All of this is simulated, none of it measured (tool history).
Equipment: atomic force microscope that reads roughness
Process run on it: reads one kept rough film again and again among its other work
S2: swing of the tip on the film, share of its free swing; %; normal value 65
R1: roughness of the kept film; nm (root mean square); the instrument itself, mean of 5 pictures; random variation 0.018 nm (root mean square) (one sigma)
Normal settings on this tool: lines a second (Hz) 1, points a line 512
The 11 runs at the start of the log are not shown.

run 12 hour=110.7 | lines_a_second_(Hz)=1 S2=65 points_a_line=512 | R1=3.914
run 13 hour=116.9 | lines_a_second_(Hz)=1 S2=65 points_a_line=512 | R1=3.902
run 14 hour=129.9 | lines_a_second_(Hz)=1 S2=65 points_a_line=260 | R1=3.783
run 15 hour=138.5 | lines_a_second_(Hz)=1 S2=65 points_a_line=512 | R1=3.755
run 16 hour=145.4 | lines_a_second_(Hz)=1 S2=65 points_a_line=512 | R1=3.7
run 17 hour=155.2 | lines_a_second_(Hz)=1 S2=65 points_a_line=512 | R1=3.659
run 18 hour=165.2 | lines_a_second_(Hz)=1 S2=65 points_a_line=512 | R1=3.579
run 19 hour=175.7 | lines_a_second_(Hz)=1 S2=65 points_a_line=512 | R1=3.527
run 20 hour=182.3 | lines_a_second_(Hz)=1 S2=65 points_a_line=512 | R1=3.482
run 21 hour=196 | lines_a_second_(Hz)=1.4 S2=68 points_a_line=392 | R1=3.319
run 22 hour=207.3 | lines_a_second_(Hz)=1 S2=59 points_a_line=512 | R1=3.413
run 23 hour=215.8 | lines_a_second_(Hz)=1 S2=59 points_a_line=512 | R1=3.345
run 24 hour=224 | lines_a_second_(Hz)=1 S2=63 points_a_line=300 | R1=3.282
-- hour=225.7 new tip fitted
-- hour=226.7 height scale calibrated on a step standard
run 25 hour=234.3 | lines_a_second_(Hz)=0.68 S2=80 points_a_line=300 | R1=4.123
run 26 hour=246 | lines_a_second_(Hz)=1.63 S2=68 points_a_line=532 | R1=3.994
run 27 hour=253.3 | lines_a_second_(Hz)=0.64 S2=74 points_a_line=787 | R1=4.114
-- hour=261.6 height scale calibrated on a step standard, once more
run 28 hour=267.4 | lines_a_second_(Hz)=1.64 S2=77 points_a_line=659 | R1=3.667
run 29 hour=277.4 | lines_a_second_(Hz)=1.09 S2=59 points_a_line=739 | R1=3.933
run 30 hour=287.8 | lines_a_second_(Hz)=1.09 S2=59 points_a_line=739 | R1=3.852
run 31 hour=296 | lines_a_second_(Hz)=1.99 S2=71 points_a_line=426 | R1=3.523
run 32 hour=304.3 | lines_a_second_(Hz)=3.29 S2=65 points_a_line=512 | R1=3.457
run 33 hour=311.3 | lines_a_second_(Hz)=0.72 S2=65 points_a_line=486 | R1=3.713
run 34 hour=323.4 | lines_a_second_(Hz)=2.89 S2=71 points_a_line=512 | R1=3.258
run 35 hour=334.2 | lines_a_second_(Hz)=2.89 S2=86 points_a_line=512 | R1=2.763
run 36 hour=342 | lines_a_second_(Hz)=2.36 S2=71 points_a_line=847 | R1=3.237

Branching from run 36: 3 alternative next runs. What would each branch give?
run A hour=350 | lines_a_second_(Hz)=0.54 S2=84 points_a_line=847 | R1=?
run B hour=350 | lines_a_second_(Hz)=3.66 S2=71 points_a_line=847 | R1=?
run C hour=350 | lines_a_second_(Hz)=1 S2=55 points_a_line=512 | R1=?

run=A R1=3.406
run=B R1=3.006
run=C R1=3.506
What these runs would have given with no unlogged condition in the tool:
run=A R1=4.23
run=B R1=3.734
run=C R1=4.355

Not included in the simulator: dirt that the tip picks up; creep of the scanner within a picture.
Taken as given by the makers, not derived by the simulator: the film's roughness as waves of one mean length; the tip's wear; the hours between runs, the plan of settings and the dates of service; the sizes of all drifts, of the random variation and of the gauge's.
